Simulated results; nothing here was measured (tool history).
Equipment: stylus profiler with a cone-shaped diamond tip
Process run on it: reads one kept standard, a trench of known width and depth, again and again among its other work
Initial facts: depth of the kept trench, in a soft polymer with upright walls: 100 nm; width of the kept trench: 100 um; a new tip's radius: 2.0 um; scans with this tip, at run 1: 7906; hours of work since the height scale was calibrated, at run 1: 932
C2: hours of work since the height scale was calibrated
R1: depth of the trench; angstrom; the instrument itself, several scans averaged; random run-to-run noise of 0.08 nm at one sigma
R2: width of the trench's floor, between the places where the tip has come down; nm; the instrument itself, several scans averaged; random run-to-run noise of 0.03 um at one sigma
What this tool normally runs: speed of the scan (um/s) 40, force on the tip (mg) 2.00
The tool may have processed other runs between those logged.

Run 1, hour 0.0: usual settings; scans with this tip 7906; C2 932. Result: R1 1015.5 angstrom, R2 97840 nm.
Run 2, hour 61.5: usual settings but speed of the scan (um/s) 138; scans with this tip 8232; C2 971. Result: R1 1016.0 angstrom, R2 97130 nm.
Run 3, hour 143.0: usual settings but speed of the scan (um/s) 138; scans with this tip 8665; C2 1022. Result: R1 1016.0 angstrom, R2 97100 nm.
Run 4, hour 206.1: usual settings but speed of the scan (um/s) 138; scans with this tip 9000; C2 1061. Result: R1 1015.7 angstrom, R2 97100 nm.
Run 5, hour 268.0: usual settings but speed of the scan (um/s) 33; scans with this tip 9328; C2 1100. Result: R1 1015.3 angstrom, R2 97790 nm.
Run 6, hour 385.2: usual settings but force on the tip (mg) 4.34; scans with this tip 9950; C2 1173. Result: R1 1024.1 angstrom, R2 97800 nm.
Run 7, hour 448.2: usual settings but force on the tip (mg) 4.34; scans with this tip 10285; C2 1213. Result: R1 1023.5 angstrom, R2 97680 nm.
Run 8, hour 517.6: usual settings but force on the tip (mg) 4.34; scans with this tip 10653; C2 1256. Result: R1 1024.0 angstrom, R2 97700 nm.
Run 9, hour 606.4: usual settings but force on the tip (mg) 4.34; scans with this tip 11124; C2 1312. Result: R1 1024.9 angstrom, R2 97680 nm.
Run 10, hour 712.6: usual settings but force on the tip (mg) 4.79; scans with this tip 11689; C2 1378. Result: R1 1025.8 angstrom, R2 97680 nm.
At hour 779.2: new tip fitted, height scale calibrated.
Run 11, hour 813.3: usual settings but force on the tip (mg) 4.79; scans with this tip 181; C2 21. Result: R1 1021.8 angstrom, R2 98570 nm.
Run 12, hour 901.6: usual settings but force on the tip (mg) 4.79; scans with this tip 650; C2 77. Result: R1 1021.5 angstrom, R2 98530 nm.
Run 13, hour 977.7: usual settings but force on the tip (mg) 4.79; scans with this tip 1054; C2 124. Result: R1 1020.7 angstrom, R2 98490 nm.
Run 14, hour 1058.1: usual settings but speed of the scan (um/s) 125; scans with this tip 1481; C2 175. Result: R1 1011.4 angstrom, R2 97770 nm.
Run 15, hour 1119.9: usual settings but speed of the scan (um/s) 125; scans with this tip 1809; C2 213. Result: R1 1012.8 angstrom, R2 97730 nm.
Run 16, hour 1187.4: usual settings but speed of the scan (um/s) 125; scans with this tip 2167; C2 255. Result: R1 1011.8 angstrom, R2 97700 nm.
Run 17, hour 1268.6: usual settings but speed of the scan (um/s) 31, force on the tip (mg) 4.73; scans with this tip 2598; C2 306. Result: R1 1021.8 angstrom, R2 98330 nm.
Run 18, hour 1353.4: usual settings but speed of the scan (um/s) 28, force on the tip (mg) 1.91; scans with this tip 3048; C2 359. Result: R1 1012.2 angstrom, R2 98260 nm.
Run 19, hour 1451.2: usual settings but speed of the scan (um/s) 69, force on the tip (mg) 4.01; scans with this tip 3567; C2 421. Result: R1 1019.0 angstrom, R2 98020 nm.
Run 20, hour 1532.4: usual settings but speed of the scan (um/s) 105, force on the tip (mg) 3.61; scans with this tip 3999; C2 471. Result: R1 1018.2 angstrom, R2 97860 nm.
Run 21, hour 1633.3: usual settings but speed of the scan (um/s) 36; scans with this tip 4534; C2 535. Result: R1 1013.8 angstrom, R2 98070 nm.
At hour 1644.7: height scale calibrated on a step standard.
Run 22, hour 1702.3: usual settings but speed of the scan (um/s) 36; scans with this tip 4898; C2 36. Result: R1 1015.5 angstrom, R2 98110 nm.
Run 23, hour 1770.6: usual settings but speed of the scan (um/s) 36; scans with this tip 5260; C2 79. Result: R1 1014.8 angstrom, R2 98020 nm.
Run 24, hour 1846.5: usual settings but speed of the scan (um/s) 36; scans with this tip 5663; C2 126. Result: R1 1014.6 angstrom, R2 97980 nm.
Run 25, hour 1938.7: usual settings but speed of the scan (um/s) 158, force on the tip (mg) 0.69; scans with this tip 6152; C2 184. Result: R1 1009.4 angstrom, R2 96420 nm.
Run 26, hour 2045.1: usual settings but speed of the scan (um/s) 156, force on the tip (mg) 4.05; scans with this tip 6718; C2 251. Result: R1 1022.2 angstrom, R2 97440 nm.
Run 27, hour 2139.3: usual settings but speed of the scan (um/s) 156, force on the tip (mg) 4.05; scans with this tip 7217; C2 310. Result: R1 1021.8 angstrom, R2 97450 nm.
Run 28, hour 2253.9: usual settings but speed of the scan (um/s) 122, force on the tip (mg) 1.45; scans with this tip 7826; C2 381. Result: R1 1015.1 angstrom, R2 97100 nm.
At hour 2326.0: height scale calibrated on a step standard, once more.
Run 29, hour 2376.3: usual settings but speed of the scan (um/s) 121, force on the tip (mg) 2.61; scans with this tip 8473; C2 31. Result: R1 1013.8 angstrom, R2 97320 nm.
Run 30, hour 2478.2: usual settings but speed of the scan (um/s) 21, force on the tip (mg) 0.96; scans with this tip 9014; C2 95. Result: R1 1007.1 angstrom, R2 97830 nm.
Run 31, hour 2578.9: usual settings but speed of the scan (um/s) 21, force on the tip (mg) 0.96; scans with this tip 9549; C2 158. Result: R1 1008.1 angstrom, R2 97720 nm.
Run 32, hour 2642.3: usual settings but speed of the scan (um/s) 21, force on the tip (mg) 3.13; scans with this tip 9885; C2 198. Result: R1 1014.9 angstrom, R2 97900 nm.

Predict each of these 4 candidate next runs independently; none follows another, all start after run 32:
Run A, hour 2756.4: usual settings but speed of the scan (um/s) 21, force on the tip (mg) 1.68; scans with this tip 10491; C2 269. Result: R1 ?, R2 ?.
Run B, hour 2756.4: usual settings but speed of the scan (um/s) 25, force on the tip (mg) 3.13; scans with this tip 10491; C2 269. Result: R1 ?, R2 ?.
Run C, hour 2756.4: usual settings but speed of the scan (um/s) 58, force on the tip (mg) 2.07; scans with this tip 10491; C2 269. Result: R1 ?, R2 ?.
Run D, hour 2756.4: usual settings but speed of the scan (um/s) 130; scans with this tip 10491; C2 269. Result: R1 ?, R2 ?.

run      R1     R2
  A  1010.7  97770
  B  1016.3  97800
  C  1013.2  97560
  D  1013.2  97100
Stripped of hidden state, with their random variation kept, the same runs would have yielded:
run      R1     R2
  A  1009.6  98620
  B  1015.2  98640
  C  1012.1  98410
  D  1012.1  97940
